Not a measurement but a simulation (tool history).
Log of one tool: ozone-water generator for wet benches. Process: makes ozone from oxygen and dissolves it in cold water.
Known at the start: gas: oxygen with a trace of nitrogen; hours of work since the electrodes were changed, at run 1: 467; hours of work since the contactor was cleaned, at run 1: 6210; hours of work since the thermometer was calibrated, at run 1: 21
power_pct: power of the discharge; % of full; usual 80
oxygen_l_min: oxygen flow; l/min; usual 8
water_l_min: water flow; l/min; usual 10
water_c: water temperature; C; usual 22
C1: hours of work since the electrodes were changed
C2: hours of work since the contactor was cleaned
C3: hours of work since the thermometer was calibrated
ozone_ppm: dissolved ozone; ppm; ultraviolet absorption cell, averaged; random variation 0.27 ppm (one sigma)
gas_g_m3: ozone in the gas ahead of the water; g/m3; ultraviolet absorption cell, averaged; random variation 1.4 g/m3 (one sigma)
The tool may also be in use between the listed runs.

{"run": 1, "day": 0.0, "power_pct": 80, "oxygen_l_min": 8, "water_l_min": 10, "water_c": 22, "C1": 467, "C2": 6210, "C3": 21, "ozone_ppm": 42.2, "gas_g_m3": 258.2}
{"run": 2, "day": 3.254, "power_pct": 80, "oxygen_l_min": 8, "water_l_min": 10, "water_c": 22, "C1": 526, "C2": 6269, "C3": 80, "ozone_ppm": 42, "gas_g_m3": 258.3}
{"run": 3, "day": 7.688, "power_pct": 80, "oxygen_l_min": 8, "water_l_min": 10, "water_c": 27, "C1": 607, "C2": 6350, "C3": 161, "ozone_ppm": 37.6, "gas_g_m3": 256.4}
{"run": 4, "day": 10.592, "power_pct": 80, "oxygen_l_min": 8, "water_l_min": 10, "water_c": 27, "C1": 661, "C2": 6403, "C3": 215, "ozone_ppm": 36.9, "gas_g_m3": 258}
{"run": 5, "day": 15.308, "power_pct": 80, "oxygen_l_min": 8, "water_l_min": 10, "water_c": 27, "C1": 747, "C2": 6490, "C3": 301, "ozone_ppm": 37.3, "gas_g_m3": 259.2}
{"day": 18.017, "done": "contactor cleaned"}
{"run": 6, "day": 19.558, "power_pct": 80, "oxygen_l_min": 8, "water_l_min": 10, "water_c": 27, "C1": 821, "C2": 28, "C3": 376, "ozone_ppm": 37.2, "gas_g_m3": 255.8}
{"run": 7, "day": 23.892, "power_pct": 80, "oxygen_l_min": 8, "water_l_min": 10, "water_c": 27, "C1": 901, "C2": 108, "C3": 455, "ozone_ppm": 37.1, "gas_g_m3": 257.3}
{"run": 8, "day": 26.933, "power_pct": 80, "oxygen_l_min": 8, "water_l_min": 10, "water_c": 22, "C1": 956, "C2": 163, "C3": 510, "ozone_ppm": 42.5, "gas_g_m3": 258.7}
{"run": 9, "day": 30.067, "power_pct": 80, "oxygen_l_min": 8, "water_l_min": 10, "water_c": 22, "C1": 1014, "C2": 220, "C3": 568, "ozone_ppm": 42.1, "gas_g_m3": 254.2}
{"run": 10, "day": 33.054, "power_pct": 80, "oxygen_l_min": 8, "water_l_min": 10, "water_c": 22, "C1": 1068, "C2": 275, "C3": 622, "ozone_ppm": 42.1, "gas_g_m3": 258.2}
{"run": 11, "day": 35.346, "power_pct": 55, "oxygen_l_min": 5.67, "water_l_min": 6, "water_c": 22, "C1": 1110, "C2": 317, "C3": 664, "ozone_ppm": 49.6, "gas_g_m3": 259.7}
{"run": 12, "day": 38.025, "power_pct": 55, "oxygen_l_min": 5.67, "water_l_min": 6, "water_c": 22, "C1": 1159, "C2": 366, "C3": 713, "ozone_ppm": 50, "gas_g_m3": 260.2}
{"run": 13, "day": 41.396, "power_pct": 77, "oxygen_l_min": 5.67, "water_l_min": 6, "water_c": 18, "C1": 1221, "C2": 428, "C3": 775, "ozone_ppm": 66, "gas_g_m3": 314.2}
{"run": 14, "day": 44.946, "power_pct": 77, "oxygen_l_min": 5.67, "water_l_min": 6, "water_c": 18, "C1": 1286, "C2": 493, "C3": 840, "ozone_ppm": 66.6, "gas_g_m3": 318.8}
{"run": 15, "day": 47.121, "power_pct": 77, "oxygen_l_min": 9.02, "water_l_min": 8, "water_c": 18, "C1": 1326, "C2": 532, "C3": 880, "ozone_ppm": 47.1, "gas_g_m3": 232.1}
{"run": 16, "day": 50.65, "power_pct": 61, "oxygen_l_min": 8, "water_l_min": 10, "water_c": 16, "C1": 1390, "C2": 597, "C3": 944, "ozone_ppm": 41.1, "gas_g_m3": 220.3}
{"run": 17, "day": 53.383, "power_pct": 98, "oxygen_l_min": 4.81, "water_l_min": 10, "water_c": 22, "C1": 1440, "C2": 647, "C3": 994, "ozone_ppm": 57.9, "gas_g_m3": 410.2}
{"run": 18, "day": 58.279, "power_pct": 80, "oxygen_l_min": 8, "water_l_min": 9, "water_c": 22, "C1": 1530, "C2": 737, "C3": 1084, "ozone_ppm": 44, "gas_g_m3": 254.6}

Measured less the same run without the tool's hidden state. The same run-to-run variation is in both; the gauge's scatter may not be:
The hidden state here: yield of the discharge, % of new electrodes'; contactor's efficiency, % of a clean one's; true water temperature over the reading, C; drift of the gauge itself on ozone_ppm, %; drift of the gauge itself on gas_g_m3, %.
run=1 gas_g_m3=+0
run=2 gas_g_m3=-0.2
run=3 gas_g_m3=-0.4
run=4 gas_g_m3=-0.6
run=5 gas_g_m3=-0.9
run=6 gas_g_m3=-1.1
run=7 gas_g_m3=-1.3
run=8 gas_g_m3=-1.5
run=9 gas_g_m3=-1.7
run=10 gas_g_m3=-1.8
run=11 gas_g_m3=-1.9
run=12 gas_g_m3=-2.1
run=13 gas_g_m3=-2.8
run=14 gas_g_m3=-3
run=15 gas_g_m3=-2.3
run=16 gas_g_m3=-2.4
run=17 gas_g_m3=-4.7
run=18 gas_g_m3=-3.1
ozone_ppm: within 0.1 ppm of the measured result in every run.
